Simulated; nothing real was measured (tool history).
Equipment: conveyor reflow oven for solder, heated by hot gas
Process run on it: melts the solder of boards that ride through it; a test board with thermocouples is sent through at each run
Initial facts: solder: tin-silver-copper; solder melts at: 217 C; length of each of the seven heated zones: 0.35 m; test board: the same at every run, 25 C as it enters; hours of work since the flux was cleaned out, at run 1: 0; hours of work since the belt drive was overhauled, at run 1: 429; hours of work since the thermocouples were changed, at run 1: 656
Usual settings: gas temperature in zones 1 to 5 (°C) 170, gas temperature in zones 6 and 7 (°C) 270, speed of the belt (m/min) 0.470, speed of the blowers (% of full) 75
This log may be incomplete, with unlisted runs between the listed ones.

run	hour	gas temperature in zones 1 to 5 (°C)	gas temperature in zones 6 and 7 (°C)	speed of the belt (m/min)	speed of the blowers (% of full)	hours of work since the flux was cleaned out	hours of work since the belt drive was overhauled	hours of work since the thermocouples were changed	highest temperature of the board (°C)	time above the solder's melting point (s)
1	0.0	170	270	0.470	75	0	429	656	254.6	68.7
2	19.7	170	270	0.470	75	14	443	670	254.8	68.5
3	46.5	170	270	0.470	75	33	461	689	254.5	67.9
# hour 52.3: thermocouples of zones 6 and 7 changed
4	73.7	170	261	0.470	75	50	479	15	249.1	63.4
5	89.6	170	261	0.470	75	61	490	26	248.7	63.2
6	113.7	170	261	0.470	75	78	507	43	248.7	63.6
7	126.1	170	270	0.385	75	87	516	52	260.8	91.1
8	137.2	170	270	0.543	75	95	524	60	251.8	55.4
9	157.1	170	270	0.543	75	109	538	74	251.8	55.7
10	171.7	170	270	0.543	75	119	548	84	251.0	55.5
11	190.3	170	270	0.543	75	132	561	97	250.7	55.1
12	203.2	170	270	0.470	75	141	570	106	255.2	69.1
# hour 229.5: flux residue cleaned out of gas plates and filters
13	232.7	170	270	0.470	75	2	587	123	257.1	70.2
14	257.7	170	270	0.470	75	20	605	141	256.5	69.9
15	278.3	170	270	0.470	75	34	619	155	256.1	69.8
16	289.1	170	270	0.383	84	42	627	163	262.1	93.4
17	306.5	185	259	0.515	73	54	639	175	245.5	61.4
18	324.5	185	259	0.515	73	67	652	188	245.8	61.0
19	342.5	185	259	0.515	73	79	664	200	245.6	60.8
20	355.9	185	259	0.515	73	89	674	210	246.3	61.5

Expected results for the next run?
21	379.6	170	283	0.470	53	105	690	226	?	?

highest temperature of the board (°C): 263.4
time above the solder's melting point (s): 73.4
Take away the tool's hidden state, keep the run-to-run variation as it was, and the same run would have given highest temperature of the board (°C) 264.4, time above the solder's melting point (s) 73.5.
